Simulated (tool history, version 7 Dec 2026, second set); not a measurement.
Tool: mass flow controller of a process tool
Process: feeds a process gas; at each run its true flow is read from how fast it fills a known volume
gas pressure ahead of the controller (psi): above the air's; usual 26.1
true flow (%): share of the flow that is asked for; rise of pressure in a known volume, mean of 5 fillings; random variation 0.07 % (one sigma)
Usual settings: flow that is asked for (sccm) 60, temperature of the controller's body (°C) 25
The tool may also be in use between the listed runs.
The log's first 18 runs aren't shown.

run,day,flow that is asked for (sccm),gas pressure ahead of the controller (psi),temperature of the controller's body (°C),true flow (%)
19,64.258,60,29.9,21,101.78
20,66.917,70,35.8,21,101.78
21,69.071,79,22.2,32,99.92
22,71.925,79,36.1,32,100.3
23,74.392,79,36.1,32,100.53
24,76.354,79,36.1,32,100.57
25,80.021,79,36.1,32,100.5
26,83.333,97,20.7,24,100.59
27,87.804,97,20.7,24,100.53
28,90.179,158,26.1,23,100.68
29,94.971,158,30.7,20,101.3
30,97.017,110,26.1,25,100.64
31,99.904,60,39.6,28,101.77

Forecast each of these 5 alternatives for the next run:
A,103.242,139,26.1,25,?
B,103.242,53,37.9,31,?
C,103.242,23,26.1,25,?
D,103.242,60,39.6,20,?
E,103.242,60,26.1,34,?

run,true flow (%)
A,100.46
B,101.52
C,105.92
D,102.71
E,100.62
Without the tool's hidden state the same runs would have given:
run,true flow (%)
A,99.43
B,98.52
C,98.74
D,100.08
E,97.99
